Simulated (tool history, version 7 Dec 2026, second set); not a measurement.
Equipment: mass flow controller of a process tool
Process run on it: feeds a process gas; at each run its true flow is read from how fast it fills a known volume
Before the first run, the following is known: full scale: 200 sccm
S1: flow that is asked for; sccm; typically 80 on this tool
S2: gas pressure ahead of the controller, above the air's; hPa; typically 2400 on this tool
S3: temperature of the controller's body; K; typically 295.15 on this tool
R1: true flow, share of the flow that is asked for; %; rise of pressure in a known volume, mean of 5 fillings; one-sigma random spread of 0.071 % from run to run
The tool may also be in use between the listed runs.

run,hour,S1,S2,S3,R1
1,0,80,2400,295.15,103.11
2,253.9,34,2400,295.15,106.55
3,643.2,80,1460,295.15,102.6
4,851.7,80,1460,295.15,102.69
5,1209.7,31,2400,295.15,107.77
6,1566,122,2400,295.15,102.91
7,1925.9,122,2400,295.15,102.94
8,2264.3,40,2000,295.15,106.5
9,2559,82,1850,304.15,103.06
10,2923.6,31,1990,296.15,108.81
11,3182.4,31,1990,296.15,108.98

4 options for the next run, each taken on its own from the tool as it stands now. Forecast them:
# hour 3519.7: controller's zero set anew
A,3588.7,72,2530,296.15,?
# hour 3519.7: controller's zero set anew
B,3588.7,31,1760,296.15,?
# hour 3519.7: controller's zero set anew
C,3588.7,34,2400,298.15,?
# hour 3519.7: controller's zero set anew
D,3588.7,137,1840,295.15,?

run,R1
A,101.03
B,100.27
C,100.73
D,100.91
Take away the tool's hidden state, keep each run's random variation, and the runs would have read:
run,R1
A,99.68
B,98.75
C,99.22
D,99.63
